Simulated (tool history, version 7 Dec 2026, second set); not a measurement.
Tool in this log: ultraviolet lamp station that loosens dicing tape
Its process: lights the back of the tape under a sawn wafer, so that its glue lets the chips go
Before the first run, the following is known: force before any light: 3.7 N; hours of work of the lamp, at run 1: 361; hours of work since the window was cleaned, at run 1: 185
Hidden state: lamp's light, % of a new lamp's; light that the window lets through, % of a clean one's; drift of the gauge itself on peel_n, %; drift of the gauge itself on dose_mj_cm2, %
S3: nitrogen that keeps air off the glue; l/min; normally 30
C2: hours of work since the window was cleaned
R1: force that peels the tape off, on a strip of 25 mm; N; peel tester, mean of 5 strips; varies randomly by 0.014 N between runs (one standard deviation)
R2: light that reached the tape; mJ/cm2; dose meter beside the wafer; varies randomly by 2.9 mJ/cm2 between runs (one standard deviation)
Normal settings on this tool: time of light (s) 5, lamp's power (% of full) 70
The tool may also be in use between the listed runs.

run 1 day=0.000 | time_of_light_(s)=5 lamp's_power_(%_of_full)=70 S3=30 | hours_of_work_of_the_lamp=361 C2=185 | R1=0.843 R2=364
run 2 day=0.454 | time_of_light_(s)=5 lamp's_power_(%_of_full)=70 S3=30 | hours_of_work_of_the_lamp=368 C2=192 | R1=0.833 R2=357
run 3 day=0.971 | time_of_light_(s)=9 lamp's_power_(%_of_full)=70 S3=30 | hours_of_work_of_the_lamp=377 C2=201 | R1=0.348 R2=640
run 4 day=1.529 | time_of_light_(s)=5 lamp's_power_(%_of_full)=70 S3=30 | hours_of_work_of_the_lamp=387 C2=211 | R1=0.859 R2=349
run 5 day=1.933 | time_of_light_(s)=5 lamp's_power_(%_of_full)=70 S3=30 | hours_of_work_of_the_lamp=394 C2=218 | R1=0.876 R2=350
run 6 day=2.204 | time_of_light_(s)=2 lamp's_power_(%_of_full)=70 S3=30 | hours_of_work_of_the_lamp=398 C2=222 | R1=2.045 R2=140
run 7 day=2.588 | time_of_light_(s)=2 lamp's_power_(%_of_full)=70 S3=30 | hours_of_work_of_the_lamp=405 C2=229 | R1=2.000 R2=144
run 8 day=3.246 | time_of_light_(s)=5 lamp's_power_(%_of_full)=70 S3=30 | hours_of_work_of_the_lamp=416 C2=240 | R1=0.904 R2=345
run 9 day=3.612 | time_of_light_(s)=5 lamp's_power_(%_of_full)=70 S3=30 | hours_of_work_of_the_lamp=422 C2=246 | R1=0.893 R2=347
run 10 day=3.888 | time_of_light_(s)=5 lamp's_power_(%_of_full)=67 S3=30 | hours_of_work_of_the_lamp=427 C2=251 | R1=0.939 R2=329
run 11 day=4.175 | time_of_light_(s)=8 lamp's_power_(%_of_full)=67 S3=30 | hours_of_work_of_the_lamp=432 C2=256 | R1=0.487 R2=532
run 12 day=4.771 | time_of_light_(s)=8 lamp's_power_(%_of_full)=67 S3=30 | hours_of_work_of_the_lamp=442 C2=266 | R1=0.491 R2=521
run 13 day=5.100 | time_of_light_(s)=5 lamp's_power_(%_of_full)=66 S3=30 | hours_of_work_of_the_lamp=448 C2=272 | R1=0.989 R2=318
run 14 day=5.596 | time_of_light_(s)=5 lamp's_power_(%_of_full)=70 S3=30 | hours_of_work_of_the_lamp=456 C2=280 | R1=0.890 R2=337
run 15 day=6.038 | time_of_light_(s)=5 lamp's_power_(%_of_full)=70 S3=37 | hours_of_work_of_the_lamp=464 C2=288 | R1=0.841 R2=336
run 16 day=6.588 | time_of_light_(s)=5 lamp's_power_(%_of_full)=70 S3=33 | hours_of_work_of_the_lamp=473 C2=297 | R1=0.882 R2=330
run 17 day=7.267 | time_of_light_(s)=5 lamp's_power_(%_of_full)=70 S3=33 | hours_of_work_of_the_lamp=485 C2=309 | R1=0.894 R2=330
run 18 day=7.771 | time_of_light_(s)=7 lamp's_power_(%_of_full)=92 S3=33 | hours_of_work_of_the_lamp=493 C2=317 | R1=0.373 R2=612
run 19 day=8.088 | time_of_light_(s)=5 lamp's_power_(%_of_full)=76 S3=50 | hours_of_work_of_the_lamp=499 C2=323 | R1=0.666 R2=358
-- day=8.154 window cleaned of glue's vapour
run 20 day=8.712 | time_of_light_(s)=6 lamp's_power_(%_of_full)=67 S3=9 | hours_of_work_of_the_lamp=509 C2=9 | R1=1.400 R2=357
run 21 day=9.325 | time_of_light_(s)=6 lamp's_power_(%_of_full)=67 S3=9 | hours_of_work_of_the_lamp=520 C2=20 | R1=1.469 R2=358
run 22 day=9.762 | time_of_light_(s)=4 lamp's_power_(%_of_full)=70 S3=23 | hours_of_work_of_the_lamp=527 C2=27 | R1=1.475 R2=245
run 23 day=10.058 | time_of_light_(s)=4 lamp's_power_(%_of_full)=85 S3=13 | hours_of_work_of_the_lamp=532 C2=33 | R1=1.503 R2=302
run 24 day=10.575 | time_of_light_(s)=6 lamp's_power_(%_of_full)=92 S3=20 | hours_of_work_of_the_lamp=541 C2=41 | R1=0.687 R2=484
run 25 day=11.054 | time_of_light_(s)=3 lamp's_power_(%_of_full)=83 S3=16 | hours_of_work_of_the_lamp=549 C2=50 | R1=1.800 R2=215
-- day=11.338 window cleaned of glue's vapour, once more
run 26 day=11.708 | time_of_light_(s)=3 lamp's_power_(%_of_full)=83 S3=16 | hours_of_work_of_the_lamp=560 C2=6 | R1=1.626 R2=249
run 27 day=12.092 | time_of_light_(s)=2 lamp's_power_(%_of_full)=91 S3=55 | hours_of_work_of_the_lamp=566 C2=13 | R1=1.466 R2=180
run 28 day=12.571 | time_of_light_(s)=4 lamp's_power_(%_of_full)=72 S3=40 | hours_of_work_of_the_lamp=575 C2=21 | R1=1.002 R2=287
run 29 day=12.979 | time_of_light_(s)=4 lamp's_power_(%_of_full)=72 S3=40 | hours_of_work_of_the_lamp=582 C2=28 | R1=0.973 R2=286
run 30 day=13.588 | time_of_light_(s)=2 lamp's_power_(%_of_full)=72 S3=14 | hours_of_work_of_the_lamp=592 C2=38 | R1=2.367 R2=140
run 31 day=14.088 | time_of_light_(s)=2 lamp's_power_(%_of_full)=72 S3=14 | hours_of_work_of_the_lamp=601 C2=47 | R1=2.419 R2=140

Predict each of these 3 candidate next runs independently; none follows another, all start after run 31:
run A day=14.746 | time_of_light_(s)=8 lamp's_power_(%_of_full)=71 S3=29 | hours_of_work_of_the_lamp=612 C2=58 | R1=? R2=?
run B day=14.746 | time_of_light_(s)=2 lamp's_power_(%_of_full)=72 S3=16 | hours_of_work_of_the_lamp=612 C2=58 | R1=? R2=?
run C day=14.746 | time_of_light_(s)=2 lamp's_power_(%_of_full)=72 S3=14 | hours_of_work_of_the_lamp=612 C2=58 | R1=? R2=?

run=A R1=0.477 R2=553
run=B R1=2.350 R2=137
run=C R1=2.391 R2=138
Without the tool's hidden state the same runs would have given:
run=A R1=0.334 R2=706
run=B R1=2.067 R2=176
run=C R1=2.117 R2=176
